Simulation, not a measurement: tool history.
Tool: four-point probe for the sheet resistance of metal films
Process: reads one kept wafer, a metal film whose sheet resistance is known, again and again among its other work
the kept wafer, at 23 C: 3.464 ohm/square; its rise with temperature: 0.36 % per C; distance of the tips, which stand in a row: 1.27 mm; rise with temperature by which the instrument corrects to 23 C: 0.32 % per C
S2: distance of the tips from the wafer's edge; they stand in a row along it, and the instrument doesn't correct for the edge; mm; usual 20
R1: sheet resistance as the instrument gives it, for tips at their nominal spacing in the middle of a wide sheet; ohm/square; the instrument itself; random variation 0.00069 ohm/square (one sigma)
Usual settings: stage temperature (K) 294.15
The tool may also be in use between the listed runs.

Run 1, hour 0.0: usual settings. Result: R1 3.424521 ohm/square.
Run 2, hour 63.1: usual settings. Result: R1 3.423667 ohm/square.
Run 3, hour 98.3: usual settings but S2 9 mm. Result: R1 3.451740 ohm/square.
Run 4, hour 173.0: usual settings but S2 7 mm. Result: R1 3.476297 ohm/square.
Run 5, hour 240.9: usual settings but stage temperature (K) 298.15. Result: R1 3.427044 ohm/square.
Run 6, hour 306.8: usual settings. Result: R1 3.420529 ohm/square.
Run 7, hour 381.5: usual settings. Result: R1 3.418601 ohm/square.
Run 8, hour 456.3: usual settings. Result: R1 3.417595 ohm/square.
Run 9, hour 518.8: usual settings. Result: R1 3.418008 ohm/square.
Run 10, hour 559.6: usual settings. Result: R1 3.416589 ohm/square.
Run 11, hour 628.6: usual settings but stage temperature (K) 305.15. Result: R1 3.433266 ohm/square.
At hour 672.8: new probe head fitted.
Run 12, hour 705.4: usual settings but stage temperature (K) 305.15. Result: R1 3.477802 ohm/square.
Run 13, hour 776.7: usual settings but S2 54 mm. Result: R1 3.454274 ohm/square.
Run 14, hour 808.9: usual settings but S2 65 mm. Result: R1 3.452861 ohm/square.
Run 15, hour 856.7: usual settings but S2 65 mm. Result: R1 3.452173 ohm/square.
Run 16, hour 899.8: usual settings but S2 65 mm. Result: R1 3.451443 ohm/square.
Run 17, hour 968.0: usual settings but S2 65 mm. Result: R1 3.449089 ohm/square.
Run 18, hour 1003.4: usual settings but S2 65 mm. Result: R1 3.450496 ohm/square.
Run 19, hour 1044.5: usual settings but S2 65 mm. Result: R1 3.449778 ohm/square.
Run 20, hour 1079.6: usual settings. Result: R1 3.455693 ohm/square.
Run 21, hour 1143.7: usual settings. Result: R1 3.455035 ohm/square.
Run 22, hour 1206.1: usual settings. Result: R1 3.454209 ohm/square.
Run 23, hour 1266.2: usual settings. Result: R1 3.452888 ohm/square.
Run 24, hour 1317.4: usual settings but stage temperature (K) 302.15, S2 21 mm. Result: R1 3.463473 ohm/square.
Run 25, hour 1393.4: usual settings but stage temperature (K) 302.15, S2 21 mm. Result: R1 3.461615 ohm/square.
At hour 1397.0: stage's thermometer calibrated.
Run 26, hour 1453.8: usual settings but stage temperature (K) 302.15, S2 21 mm. Result: R1 3.460620 ohm/square.
Run 27, hour 1521.5: usual settings but stage temperature (K) 302.15, S2 21 mm. Result: R1 3.459607 ohm/square.
At hour 1569.5: stage's thermometer calibrated, once more.
Run 28, hour 1597.3: usual settings but stage temperature (K) 302.15, S2 21 mm. Result: R1 3.464880 ohm/square.
Run 29, hour 1662.5: usual settings but stage temperature (K) 297.15, S2 8 mm. Result: R1 3.494687 ohm/square.
Run 30, hour 1706.8: usual settings but stage temperature (K) 297.15, S2 8 mm. Result: R1 3.495462 ohm/square.
Run 31, hour 1741.8: usual settings but stage temperature (K) 297.15, S2 8 mm. Result: R1 3.494465 ohm/square.
Run 32, hour 1804.1: usual settings but stage temperature (K) 297.15, S2 16 mm. Result: R1 3.458118 ohm/square.
Run 33, hour 1871.0: usual settings but S2 4 mm. Result: R1 3.617985 ohm/square.
Run 34, hour 1919.5: usual settings but S2 4 mm. Result: R1 3.616752 ohm/square.
Run 35, hour 1982.1: usual settings but stage temperature (K) 293.15, S2 11 mm. Result: R1 3.461869 ohm/square.
Run 36, hour 2056.4: usual settings but stage temperature (K) 301.15, S2 29 mm. Result: R1 3.453499 ohm/square.
Run 37, hour 2106.3: usual settings but S2 10 mm. Result: R1 3.467858 ohm/square.
Run 38, hour 2137.1: usual settings but S2 10 mm. Result: R1 3.465947 ohm/square.
Run 39, hour 2205.3: usual settings but S2 10 mm. Result: R1 3.467040 ohm/square.
Run 40, hour 2269.5: usual settings but S2 10 mm. Result: R1 3.465696 ohm/square.
Run 41, hour 2331.7: usual settings but stage temperature (K) 292.15, S2 4 mm. Result: R1 3.608519 ohm/square.
Run 42, hour 2386.4: usual settings but stage temperature (K) 292.15, S2 4 mm. Result: R1 3.607929 ohm/square.
Run 43, hour 2422.5: usual settings but stage temperature (K) 292.15, S2 4 mm. Result: R1 3.606572 ohm/square.
Run 44, hour 2482.1: usual settings but stage temperature (K) 292.15, S2 4 mm. Result: R1 3.606177 ohm/square.
Run 45, hour 2548.3: usual settings but stage temperature (K) 292.15, S2 4 mm. Result: R1 3.604106 ohm/square.

The same runs without the tool's hidden state, with the same run-to-run variation:
The hidden state here: inner tips' distance over the nominal, %; tips' flats over new ones', %; wafer's true temperature over the reading, C; drift of the gauge itself on sheet_ohm, %.
run        R1
  1  3.468260
  2  3.468312
  3  3.497231
  4  3.523148
  5  3.474193
  6  3.468631
  7  3.467675
  8  3.467695
  9  3.468963
 10  3.468036
 11  3.485752
 12  3.485232
 13  3.462749
 14  3.461765
 15  3.461702
 16  3.461571
 17  3.460167
 18  3.462082
 19  3.461972
 20  3.468400
 21  3.468757
 22  3.468804
 23  3.468296
 24  3.479538
 25  3.478722
 26  3.480267
 27  3.480139
 28  3.480708
 29  3.511620
 30  3.513062
 31  3.512592
 32  3.476932
 33  3.638552
 34  3.637961
 35  3.483161
 36  3.475770
 37  3.490910
 38  3.489429
 39  3.491517
 40  3.491087
 41  3.635703
 42  3.635937
 43  3.635170
 44  3.635623
 45  3.634523
